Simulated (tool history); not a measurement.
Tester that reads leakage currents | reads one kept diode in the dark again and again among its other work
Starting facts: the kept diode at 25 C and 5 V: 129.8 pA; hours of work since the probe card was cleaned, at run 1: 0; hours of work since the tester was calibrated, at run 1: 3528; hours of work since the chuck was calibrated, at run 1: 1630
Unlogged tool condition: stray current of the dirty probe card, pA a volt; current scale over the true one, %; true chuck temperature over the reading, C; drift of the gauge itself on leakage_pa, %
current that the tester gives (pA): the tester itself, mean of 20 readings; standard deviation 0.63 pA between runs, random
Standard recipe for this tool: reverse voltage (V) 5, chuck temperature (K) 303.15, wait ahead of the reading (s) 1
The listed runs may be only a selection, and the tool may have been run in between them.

run    hour  reverse voltage (V)  chuck temperature (K)  wait ahead of the reading (s)  hours of work since the probe card was cleaned  hours of work since the tester was calibrated  hours of work since the chuck was calibrated  current that the tester gives (pA)
  1       0                    5                 303.15                              1                                               0                                           3528                                          1630                              232.07
  2   138.9                    5                 303.15                              1                                              98                                           3627                                          1728                              235.59
      212.1  -- chuck's temperature calibrated
  3   241.1                    5                 303.15                              1                                             169                                           3698                                            21                              212.72
  4   417.2                    5                 303.15                              1                                             294                                           3822                                           145                              215.19
  5   545.4                    5                 303.15                              1                                             385                                           3913                                           236                              217.56
  6   663.4                    5                 303.15                              1                                             468                                           3997                                           320                              218.74
  7   760.5                    5                 303.15                              1                                             537                                           4065                                           388                              220.82
  8   908.5                    5                 303.15                              1                                             642                                           4170                                           493                               222.8
  9    1076                    5                 303.15                              1                                             761                                           4289                                           612                              225.08
 10    1260                    5                 303.15                              1                                             891                                           4419                                           742                              229.66
 11  1412.6                    5                 303.15                              1                                             999                                           4527                                           850                              229.54
 12  1513.3                    5                 303.15                              1                                            1070                                           4599                                           922                              231.64
 13  1613.1                    5                 293.15                              1                                            1141                                           4669                                           992                               96.74
     1662.1  -- probe card cleaned and baked
 14  1781.8                    5                 293.15                              1                                              85                                           4787                                          1110                                88.8
 15  1892.7                    5                 315.15                           2.96                                             163                                           4865                                          1188                              654.79
 16  2042.6                 4.98                 303.15                           0.64                                             270                                           4971                                          1294                              229.95
 17  2148.2                 4.98                 303.15                           0.64                                             344                                           5046                                          1369                              231.12
 18  2284.4                  5.4                 303.15                           0.64                                             441                                           5143                                          1466                              243.46
 19  2461.9                 8.89                 303.15                              4                                             566                                           5268                                          1591                               299.9
     2519.3  -- tester calibrated
 20  2592.6                 8.89                 303.15                              4                                             658                                             52                                          1682                              302.01
     2729.8  -- chuck's temperature calibrated
 21  2737.9                10.05                 324.15                              1                                             759                                            153                                             6                              1714.4
 22  2843.2                10.05                 313.15                           5.85                                             834                                            228                                            80                              694.59
 23  3027.5                10.05                 313.15                           5.85                                             964                                            359                                           211                              707.12
 24  3104.3                10.05                 313.15                           5.85                                            1019                                            413                                           265                              708.85
 25  3201.2                14.44                 303.15                           0.37                                            1087                                            482                                           334                              363.18
     3334.8  -- probe card cleaned and baked
 26    3360                 4.62                 319.15                            0.9                                              18                                            592                                           444                              854.01
 27  3525.8                 4.62                 301.15                           5.29                                             135                                            709                                           562                              175.62

Pick out some run-to-run changes in current that the tester gives (pA). Of each, how much would a tool without hidden state show as well, from the settings, what came in and chance, and how much is left for the hidden state and any gauge scatter not in both results compared?
Run 14 -> 15: chuck temperature (K) 293.15 -> 315.15, wait ahead of the reading (s) 1 -> 2.96. current that the tester gives (pA) +565.99: hidden state +42.28, all else +523.71.
Run 15 -> 16: reverse voltage (V) 5 -> 4.98, chuck temperature (K) 315.15 -> 303.15, wait ahead of the reading (s) 2.96 -> 0.64. current that the tester gives (pA) -424.84: hidden state -28.24, all else -396.6.
Run 20 -> 21: reverse voltage (V) 8.89 -> 10.05, chuck temperature (K) 303.15 -> 324.15, wait ahead of the reading (s) 4 -> 1, chuck's temperature calibrated. current that the tester gives (pA) +1412.39: hidden state -11.93, all else +1424.32.
Run 21 -> 22: chuck temperature (K) 324.15 -> 313.15, wait ahead of the reading (s) 1 -> 5.85. current that the tester gives (pA) -1019.81: hidden state -4.63, all else -1015.18.
